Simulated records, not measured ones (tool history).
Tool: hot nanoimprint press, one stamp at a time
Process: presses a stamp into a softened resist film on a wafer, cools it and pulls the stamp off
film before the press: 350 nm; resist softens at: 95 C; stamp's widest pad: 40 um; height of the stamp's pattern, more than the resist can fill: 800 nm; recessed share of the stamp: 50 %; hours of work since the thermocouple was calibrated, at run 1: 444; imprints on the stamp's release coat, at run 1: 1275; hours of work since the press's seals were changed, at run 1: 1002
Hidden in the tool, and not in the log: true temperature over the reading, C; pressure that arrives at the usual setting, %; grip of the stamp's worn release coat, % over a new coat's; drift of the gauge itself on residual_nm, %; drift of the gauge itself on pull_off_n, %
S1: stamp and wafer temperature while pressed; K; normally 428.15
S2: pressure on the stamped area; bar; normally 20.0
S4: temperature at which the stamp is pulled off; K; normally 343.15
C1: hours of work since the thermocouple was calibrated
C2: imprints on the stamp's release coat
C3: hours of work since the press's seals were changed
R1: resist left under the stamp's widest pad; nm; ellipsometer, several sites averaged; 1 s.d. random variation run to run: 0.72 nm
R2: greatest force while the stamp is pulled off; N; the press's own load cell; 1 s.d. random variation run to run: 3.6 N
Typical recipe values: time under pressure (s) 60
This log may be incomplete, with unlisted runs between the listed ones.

{"run": 1, "hour": 0.0, "S1": 428.15, "S2": 20.0, "time under pressure (s)": 60, "S4": 343.15, "C1": 444, "C2": 1275, "C3": 1002, "R1": 150.4, "R2": 202}
{"hour": 39.2, "done": "stamp cleaned and given a new release coat"}
{"run": 2, "hour": 39.2, "S1": 428.15, "S2": 20.0, "time under pressure (s)": 60, "S4": 343.15, "C1": 466, "C2": 0, "C3": 1024, "R1": 150.6, "R2": 181}
{"hour": 65.0, "done": "press's hydraulic seals changed and the load cell set to zero"}
{"run": 3, "hour": 94.8, "S1": 438.15, "S2": 20.0, "time under pressure (s)": 60, "S4": 343.15, "C1": 496, "C2": 177, "C3": 19, "R1": 98.9, "R2": 190}
{"run": 4, "hour": 124.2, "S1": 428.15, "S2": 20.0, "time under pressure (s)": 60, "S4": 343.15, "C1": 515, "C2": 287, "C3": 38, "R1": 144.9, "R2": 187}
{"hour": 136.9, "done": "plate thermocouple calibrated"}
{"run": 5, "hour": 183.0, "S1": 428.15, "S2": 20.0, "time under pressure (s)": 60, "S4": 343.15, "C1": 30, "C2": 496, "C3": 75, "R1": 151.1, "R2": 192}
{"run": 6, "hour": 221.5, "S1": 428.15, "S2": 20.0, "time under pressure (s)": 60, "S4": 343.15, "C1": 55, "C2": 641, "C3": 100, "R1": 150.8, "R2": 201}
{"run": 7, "hour": 258.7, "S1": 428.15, "S2": 20.0, "time under pressure (s)": 60, "S4": 343.15, "C1": 79, "C2": 779, "C3": 124, "R1": 151.3, "R2": 207}
{"run": 8, "hour": 297.3, "S1": 428.15, "S2": 20.0, "time under pressure (s)": 60, "S4": 343.15, "C1": 104, "C2": 924, "C3": 149, "R1": 150.4, "R2": 204}
{"run": 9, "hour": 336.9, "S1": 428.15, "S2": 20.0, "time under pressure (s)": 60, "S4": 343.15, "C1": 130, "C2": 1072, "C3": 175, "R1": 150.6, "R2": 201}
{"run": 10, "hour": 375.2, "S1": 428.15, "S2": 20.0, "time under pressure (s)": 73, "S4": 343.15, "C1": 155, "C2": 1215, "C3": 199, "R1": 140.6, "R2": 206}
{"run": 11, "hour": 406.2, "S1": 428.15, "S2": 20.0, "time under pressure (s)": 60, "S4": 343.15, "C1": 175, "C2": 1331, "C3": 219, "R1": 150.0, "R2": 214}
{"hour": 430.7, "done": "stamp cleaned and given a new release coat"}
{"run": 12, "hour": 442.8, "S1": 428.15, "S2": 20.0, "time under pressure (s)": 60, "S4": 343.15, "C1": 195, "C2": 45, "C3": 239, "R1": 148.6, "R2": 189}
{"run": 13, "hour": 484.7, "S1": 428.15, "S2": 20.0, "time under pressure (s)": 60, "S4": 343.15, "C1": 222, "C2": 202, "C3": 267, "R1": 149.9, "R2": 189}
{"run": 14, "hour": 519.3, "S1": 428.15, "S2": 20.0, "time under pressure (s)": 60, "S4": 343.15, "C1": 244, "C2": 331, "C3": 289, "R1": 150.0, "R2": 189}
{"run": 15, "hour": 543.9, "S1": 419.15, "S2": 20.0, "time under pressure (s)": 60, "S4": 343.15, "C1": 260, "C2": 423, "C3": 305, "R1": 213.1, "R2": 191}
{"run": 16, "hour": 581.0, "S1": 419.15, "S2": 30.1, "time under pressure (s)": 60, "S4": 343.15, "C1": 284, "C2": 562, "C3": 329, "R1": 177.2, "R2": 191}
{"run": 17, "hour": 606.4, "S1": 429.15, "S2": 13.3, "time under pressure (s)": 60, "S4": 333.15, "C1": 301, "C2": 657, "C3": 345, "R1": 175.6, "R2": 219}
{"run": 18, "hour": 639.4, "S1": 436.15, "S2": 13.3, "time under pressure (s)": 60, "S4": 333.15, "C1": 322, "C2": 780, "C3": 367, "R1": 135.7, "R2": 217}
{"run": 19, "hour": 676.2, "S1": 420.15, "S2": 18.2, "time under pressure (s)": 45, "S4": 341.15, "C1": 346, "C2": 918, "C3": 391, "R1": 232.1, "R2": 202}
{"run": 20, "hour": 735.2, "S1": 428.15, "S2": 15.4, "time under pressure (s)": 42, "S4": 343.15, "C1": 384, "C2": 1139, "C3": 429, "R1": 189.8, "R2": 200}
{"run": 21, "hour": 768.6, "S1": 425.15, "S2": 20.0, "time under pressure (s)": 68, "S4": 336.15, "C1": 406, "C2": 1264, "C3": 451, "R1": 161.2, "R2": 227}
{"hour": 811.7, "done": "stamp cleaned and given a new release coat"}
{"run": 22, "hour": 823.9, "S1": 425.15, "S2": 20.0, "time under pressure (s)": 68, "S4": 336.15, "C1": 438, "C2": 45, "C3": 483, "R1": 160.6, "R2": 199}
{"run": 23, "hour": 859.8, "S1": 432.15, "S2": 20.0, "time under pressure (s)": 87, "S4": 347.15, "C1": 461, "C2": 179, "C3": 506, "R1": 110.3, "R2": 179}
{"run": 24, "hour": 916.4, "S1": 430.15, "S2": 15.6, "time under pressure (s)": 33, "S4": 348.15, "C1": 498, "C2": 391, "C3": 543, "R1": 189.1, "R2": 172}
{"hour": 955.7, "done": "plate thermocouple calibrated"}
{"run": 25, "hour": 962.2, "S1": 429.15, "S2": 14.5, "time under pressure (s)": 56, "S4": 337.15, "C1": 4, "C2": 551, "C3": 571, "R1": 177.4, "R2": 210}
{"run": 26, "hour": 1004.4, "S1": 439.15, "S2": 26.5, "time under pressure (s)": 49, "S4": 337.15, "C1": 32, "C2": 710, "C3": 598, "R1": 91.8, "R2": 212}
{"run": 27, "hour": 1036.8, "S1": 419.15, "S2": 20.0, "time under pressure (s)": 60, "S4": 342.15, "C1": 53, "C2": 831, "C3": 619, "R1": 220.1, "R2": 202}
{"run": 28, "hour": 1093.3, "S1": 428.15, "S2": 20.0, "time under pressure (s)": 60, "S4": 333.15, "C1": 89, "C2": 1042, "C3": 656, "R1": 154.3, "R2": 225}
{"run": 29, "hour": 1137.4, "S1": 428.15, "S2": 25.8, "time under pressure (s)": 85, "S4": 333.15, "C1": 118, "C2": 1207, "C3": 684, "R1": 117.7, "R2": 225}

4 options for the next run, each taken on its own from the tool as it stands now. Forecast them:
{"run": "A", "hour": 1185.1, "S1": 423.15, "S2": 28.3, "time under pressure (s)": 85, "S4": 330.15, "C1": 149, "C2": 1385, "C3": 715, "R1": "?", "R2": "?"}
{"run": "B", "hour": 1185.1, "S1": 431.15, "S2": 25.8, "time under pressure (s)": 68, "S4": 351.15, "C1": 149, "C2": 1385, "C3": 715, "R1": "?", "R2": "?"}
{"run": "C", "hour": 1185.1, "S1": 428.15, "S2": 21.3, "time under pressure (s)": 85, "S4": 351.15, "C1": 149, "C2": 1385, "C3": 715, "R1": "?", "R2": "?"}
{"run": "D", "hour": 1185.1, "S1": 428.15, "S2": 28.4, "time under pressure (s)": 60, "S4": 343.15, "C1": 149, "C2": 1385, "C3": 715, "R1": "?", "R2": "?"}

run=A R1=140.6 R2=241
run=B R1=113.3 R2=189
run=C R1=131.3 R2=193
run=D R1=126.8 R2=209
The same runs, with their run-to-run variation unchanged, on a tool lacking any hidden condition would have given:
run=A R1=137.8 R2=213
run=B R1=111.1 R2=167
run=C R1=129.5 R2=170
run=D R1=124.1 R2=185

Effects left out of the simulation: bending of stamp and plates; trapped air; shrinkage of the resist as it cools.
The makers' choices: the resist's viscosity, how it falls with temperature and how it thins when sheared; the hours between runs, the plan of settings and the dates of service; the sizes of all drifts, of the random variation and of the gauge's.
